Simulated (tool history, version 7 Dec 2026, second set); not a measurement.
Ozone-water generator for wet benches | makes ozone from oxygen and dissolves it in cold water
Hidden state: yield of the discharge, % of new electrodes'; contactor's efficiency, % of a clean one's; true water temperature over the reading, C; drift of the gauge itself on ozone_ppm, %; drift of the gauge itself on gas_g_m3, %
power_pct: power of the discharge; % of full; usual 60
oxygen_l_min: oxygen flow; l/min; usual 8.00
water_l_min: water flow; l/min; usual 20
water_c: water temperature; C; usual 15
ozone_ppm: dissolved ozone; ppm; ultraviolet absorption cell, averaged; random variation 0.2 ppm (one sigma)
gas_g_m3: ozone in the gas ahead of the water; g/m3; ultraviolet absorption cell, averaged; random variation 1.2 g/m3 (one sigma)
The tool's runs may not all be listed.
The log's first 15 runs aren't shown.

run	hour	power_pct	oxygen_l_min	water_l_min	water_c	hours of work since the electrodes were changed	hours of work since the contactor was cleaned	hours of work since the thermometer was calibrated	ozone_ppm	gas_g_m3
16	1816.4	60	8.00	20	15	5496	3756	3169	23.0	179.4
# hour 1883.0: contactor cleaned
17	1940.6	60	8.00	20	15	5585	43	3259	23.8	179.6
18	2005.1	60	8.35	29	16	5633	91	3307	16.9	175.4
19	2086.4	65	6.77	30	20	5694	151	3367	15.6	201.5
20	2187.8	65	6.77	30	20	5769	227	3443	15.9	201.2
# hour 2262.8: electrodes of the discharge changed
21	2268.8	92	4.23	18	9	4	283	3499	40.8	373.6
22	2409.6	60	4.47	20	15	109	387	3604	27.2	280.7
23	2529.2	60	8.00	22	8	198	477	3693	28.5	207.1
24	2666.3	60	8.00	20	9	300	579	3795	30.5	206.8
25	2749.7	65	8.00	20	9	362	641	3857	31.7	217.0
26	2873.9	65	8.00	22	10	455	733	3949	28.8	215.9
27	2946.0	65	8.00	22	10	509	787	4003	28.5	214.4
# hour 3047.1: water thermometer calibrated
28	3067.8	65	8.00	22	10	599	877	15	29.0	217.6
29	3168.0	57	8.00	22	10	673	952	90	26.6	200.6
30	3242.1	57	8.00	22	10	729	1007	145	26.4	201.4
31	3312.4	48	8.00	13	23	781	1059	198	27.9	181.3
32	3379.3	48	8.00	13	23	831	1109	247	27.3	182.6
33	3489.1	49	8.00	13	15	912	1191	329	33.1	182.3

Forecast each of these 4 alternatives for the next run:
A	3577.3	49	8.00	23	22	978	1256	395	?	?
B	3577.3	49	8.00	13	9	978	1256	395	?	?
C	3577.3	60	4.51	26	9	978	1256	395	?	?
D	3577.3	77	8.00	13	8	978	1256	395	?	?

run	ozone_ppm	gas_g_m3
A	19.0	181.8
B	37.1	182.0
C	21.7	275.8
D	49.0	233.3
Without the tool's hidden state the same runs would have given:
run	ozone_ppm	gas_g_m3
A	19.8	186.2
B	38.5	186.4
C	22.7	283.5
D	51.3	240.8
